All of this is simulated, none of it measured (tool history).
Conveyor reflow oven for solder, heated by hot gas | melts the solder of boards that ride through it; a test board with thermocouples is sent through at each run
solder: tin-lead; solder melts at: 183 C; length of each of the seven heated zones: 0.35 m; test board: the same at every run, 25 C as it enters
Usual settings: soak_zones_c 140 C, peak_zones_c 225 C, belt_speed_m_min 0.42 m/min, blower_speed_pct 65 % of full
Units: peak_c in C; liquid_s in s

run	hour	soak_zones_c	peak_zones_c	belt_speed_m_min	blower_speed_pct	peak_c	liquid_s
1	0	140	225	0.42	65	208.1	64.3
2	46.3	140	225	0.42	65	207.6	62.8
3	120.6	140	225	0.395	65	210	71.3
4	161.3	140	225	0.395	65	209.7	70.9
5	229.7	140	225	0.395	65	209.9	70.8
# hour 277.4: thermocouples of zones 6 and 7 changed
6	302.5	140	225	0.395	65	207.4	68.9
# hour 365: flux residue cleaned out of gas plates and filters
7	367.3	140	225	0.395	65	207	66.6
8	401	140	225	0.395	65	207.2	66.5
9	470	140	225	0.42	65	205.4	59.8
10	511.3	140	225	0.42	65	204.9	60.9
11	549.9	140	225	0.42	65	204.9	59.4
# hour 581.7: flux residue cleaned out of gas plates and filters, once more
12	604.4	140	223	0.42	65	204.9	59.9
13	638.6	131	225	0.42	65	204.7	55.1
14	678.9	140	225	0.42	63	205.7	61.7
15	719.4	140	225	0.42	63	206.4	61.8
16	779.7	140	225	0.42	63	206.1	62.1
17	842.8	142	223	0.487	65	200.3	43.4
18	891.4	142	223	0.487	65	200	43.7
19	957.4	130	222	0.489	65	195.7	32.7
# hour 980.7: flux residue cleaned out of gas plates and filters
20	1003.7	148	235	0.42	65	217.3	80.2
21	1052.9	148	235	0.42	65	217.7	80.4
22	1117.4	151	216	0.352	65	206	87
23	1163.6	151	233	0.464	71	214.5	70.4
24	1197.7	147	233	0.343	71	222.1	106.2
25	1254.5	147	233	0.343	71	222.2	106.2

The next listed run, before its measurement:
26	1320.6	140	225	0.409	61	?	?

Run 26 gave peak_c 206.7 C, liquid_s 65.4 s.
Without the tool's hidden state the same run would have given peak_c 205.8 C, liquid_s 63 s.
